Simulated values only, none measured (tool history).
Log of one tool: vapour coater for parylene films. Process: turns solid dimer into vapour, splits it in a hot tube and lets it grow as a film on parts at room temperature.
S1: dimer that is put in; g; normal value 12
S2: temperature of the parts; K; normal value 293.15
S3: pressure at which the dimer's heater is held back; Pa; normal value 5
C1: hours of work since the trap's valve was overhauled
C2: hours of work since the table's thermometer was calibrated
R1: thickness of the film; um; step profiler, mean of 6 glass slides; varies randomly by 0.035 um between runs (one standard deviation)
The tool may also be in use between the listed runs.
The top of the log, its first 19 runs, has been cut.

run   hour  S1      S2    S3   C1   C2    R1
 20  241.6  17  299.15  3.51  388  511  3.76
 21  254.3  17  299.15  3.51  398  521  3.83
 22  269.4  17  299.15  3.51  410  533  3.75
 23  287.9  11  299.15  5.39  424  547   2.3
 24  304.4  11  299.15  5.39  437  560  2.27
 25  313.2  14  299.15  5.39  444  567  2.91
 26    329  14  299.15  5.39  457  580  2.91
 27  346.9  11  291.15  4.66  471  594  3.22
 28  356.9  11  291.15  4.66  479  602  3.24
 29  365.4  16  293.15  3.64  486  609  4.39
 30  383.4  16  293.15  3.64  500  623  4.43
 31  391.2  12  288.15  7.47  506  629  3.65
 32  401.1  12  288.15  7.47  514  637  3.69
 33  411.6  17  290.15  9.12  522  645  4.63
 34  422.9  14  300.15  5.76  531  654  2.68

Below are 5 alternative next runs, each starting from the tool's condition after run 34. Predict each:
  A  437.1  12  304.15  4.44  542  665   ?
  B  437.1  14  301.15  2.38  542  665   ?
  C  437.1  11  300.15  5.76  542  665   ?
  D  437.1  11  296.15  2.93  542  665   ?
  E  437.1  12  293.15  2.91  542  665   ?

run    R1
  A  2.08
  B  2.95
  C  2.11
  D  2.79
  E  3.43
Without the tool's hidden state the same runs would have given:
run    R1
  A  2.33
  B  3.31
  C  2.36
  D  3.13
  E  3.85
